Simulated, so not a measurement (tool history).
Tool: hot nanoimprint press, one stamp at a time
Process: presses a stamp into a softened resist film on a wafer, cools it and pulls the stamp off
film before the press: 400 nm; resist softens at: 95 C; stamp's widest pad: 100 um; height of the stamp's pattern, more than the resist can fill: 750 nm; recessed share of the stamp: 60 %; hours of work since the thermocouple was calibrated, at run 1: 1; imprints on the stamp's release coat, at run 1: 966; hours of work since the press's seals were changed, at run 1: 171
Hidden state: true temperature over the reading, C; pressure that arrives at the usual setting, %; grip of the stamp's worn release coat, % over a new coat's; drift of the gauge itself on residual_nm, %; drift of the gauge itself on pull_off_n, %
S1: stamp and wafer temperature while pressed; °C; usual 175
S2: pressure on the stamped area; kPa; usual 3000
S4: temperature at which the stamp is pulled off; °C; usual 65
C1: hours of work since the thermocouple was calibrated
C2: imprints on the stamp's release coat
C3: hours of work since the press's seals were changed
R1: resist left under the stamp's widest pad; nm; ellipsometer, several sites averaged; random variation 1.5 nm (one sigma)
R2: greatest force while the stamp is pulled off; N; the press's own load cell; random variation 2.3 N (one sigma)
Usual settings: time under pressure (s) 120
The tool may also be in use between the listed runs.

run 1 hour=0 | S1=175 S2=3000 time_under_pressure_(s)=120 S4=65 | C1=1 C2=966 C3=171 | R1=238.2 R2=100
run 2 hour=16 | S1=175 S2=3000 time_under_pressure_(s)=120 S4=65 | C1=13 C2=1053 C3=183 | R1=238.2 R2=101
run 3 hour=25.9 | S1=175 S2=3000 time_under_pressure_(s)=120 S4=65 | C1=21 C2=1107 C3=191 | R1=234.6 R2=100
run 4 hour=33.2 | S1=175 S2=3000 time_under_pressure_(s)=120 S4=63 | C1=26 C2=1147 C3=197 | R1=236.4 R2=104
run 5 hour=49.2 | S1=175 S2=4600 time_under_pressure_(s)=120 S4=63 | C1=38 C2=1234 C3=209 | R1=191.3 R2=108
run 6 hour=64.1 | S1=175 S2=3000 time_under_pressure_(s)=120 S4=65 | C1=50 C2=1315 C3=220 | R1=239.7 R2=101
run 7 hour=73.9 | S1=175 S2=3000 time_under_pressure_(s)=227 S4=65 | C1=57 C2=1368 C3=228 | R1=195.5 R2=106
run 8 hour=82.3 | S1=175 S2=3000 time_under_pressure_(s)=227 S4=65 | C1=64 C2=1414 C3=234 | R1=194.1 R2=101
run 9 hour=95 | S1=175 S2=3000 time_under_pressure_(s)=120 S4=65 | C1=74 C2=1483 C3=244 | R1=235.5 R2=101
run 10 hour=108.2 | S1=176 S2=3000 time_under_pressure_(s)=120 S4=65 | C1=84 C2=1555 C3=254 | R1=232.3 R2=99
run 11 hour=116.3 | S1=176 S2=3000 time_under_pressure_(s)=120 S4=65 | C1=90 C2=1599 C3=260 | R1=235.8 R2=104
run 12 hour=124.4 | S1=175 S2=3000 time_under_pressure_(s)=120 S4=65 | C1=96 C2=1643 C3=267 | R1=236.4 R2=99
run 13 hour=131.6 | S1=175 S2=3000 time_under_pressure_(s)=120 S4=65 | C1=102 C2=1682 C3=272 | R1=237.6 R2=104
run 14 hour=148 | S1=175 S2=3000 time_under_pressure_(s)=120 S4=65 | C1=114 C2=1771 C3=285 | R1=237.3 R2=99
run 15 hour=158.7 | S1=175 S2=3000 time_under_pressure_(s)=120 S4=65 | C1=122 C2=1830 C3=293 | R1=238.7 R2=101
run 16 hour=175.1 | S1=175 S2=3000 time_under_pressure_(s)=120 S4=57 | C1=135 C2=1919 C3=306 | R1=239.7 R2=118
run 17 hour=185.5 | S1=175 S2=3000 time_under_pressure_(s)=87 S4=65 | C1=143 C2=1976 C3=314 | R1=260.3 R2=97
run 18 hour=194 | S1=181 S2=3000 time_under_pressure_(s)=168 S4=51 | C1=150 C2=2022 C3=320 | R1=187.7 R2=131
run 19 hour=208.3 | S1=181 S2=3000 time_under_pressure_(s)=154 S4=58 | C1=161 C2=2099 C3=331 | R1=194.4 R2=116
run 20 hour=221.8 | S1=183 S2=3000 time_under_pressure_(s)=200 S4=65 | C1=171 C2=2173 C3=341 | R1=169.8 R2=103
-- hour=232.4 stamp cleaned and given a new release coat
run 21 hour=243.5 | S1=183 S2=3000 time_under_pressure_(s)=200 S4=65 | C1=183 C2=60 C3=353 | R1=168 R2=103
run 22 hour=256.3 | S1=175 S2=3000 time_under_pressure_(s)=140 S4=66 | C1=193 C2=130 C3=363 | R1=227.7 R2=100
run 23 hour=263.2 | S1=180 S2=3400 time_under_pressure_(s)=68 S4=66 | C1=198 C2=168 C3=369 | R1=238.9 R2=99
run 24 hour=272.8 | S1=180 S2=3400 time_under_pressure_(s)=68 S4=66 | C1=205 C2=220 C3=376 | R1=240 R2=97
run 25 hour=280.6 | S1=170 S2=1840 time_under_pressure_(s)=69 S4=67 | C1=211 C2=262 C3=382 | R1=341.5 R2=95
run 26 hour=295.1 | S1=170 S2=1840 time_under_pressure_(s)=69 S4=67 | C1=223 C2=341 C3=393 | R1=342.7 R2=98
run 27 hour=303.2 | S1=170 S2=1840 time_under_pressure_(s)=69 S4=67 | C1=229 C2=385 C3=399 | R1=340.1 R2=95
run 28 hour=317.1 | S1=170 S2=1840 time_under_pressure_(s)=139 S4=70 | C1=239 C2=461 C3=410 | R1=304.8 R2=92
run 29 hour=332.2 | S1=183 S2=2170 time_under_pressure_(s)=62 S4=53 | C1=251 C2=543 C3=422 | R1=279.7 R2=127
run 30 hour=343.5 | S1=183 S2=3000 time_under_pressure_(s)=211 S4=50 | C1=260 C2=605 C3=430 | R1=165.9 R2=134
run 31 hour=358.3 | S1=175 S2=3000 time_under_pressure_(s)=93 S4=72 | C1=271 C2=685 C3=442 | R1=255.8 R2=89

3 ways to go on from here, each from the tool as it stands after run 31. What would each give?
run A hour=369.3 | S1=175 S2=2380 time_under_pressure_(s)=93 S4=72 | C1=279 C2=745 C3=450 | R1=? R2=?
run B hour=369.3 | S1=175 S2=3000 time_under_pressure_(s)=120 S4=57 | C1=279 C2=745 C3=450 | R1=? R2=?
run C hour=369.3 | S1=175 S2=2510 time_under_pressure_(s)=120 S4=63 | C1=279 C2=745 C3=450 | R1=? R2=?

run=A R1=275.9 R2=88
run=B R1=238.2 R2=122
run=C R1=254.7 R2=104
Without the tool's hidden state the same runs would have given:
run=A R1=275.6 R2=87
run=B R1=237.9 R2=121
run=C R1=254.4 R2=103
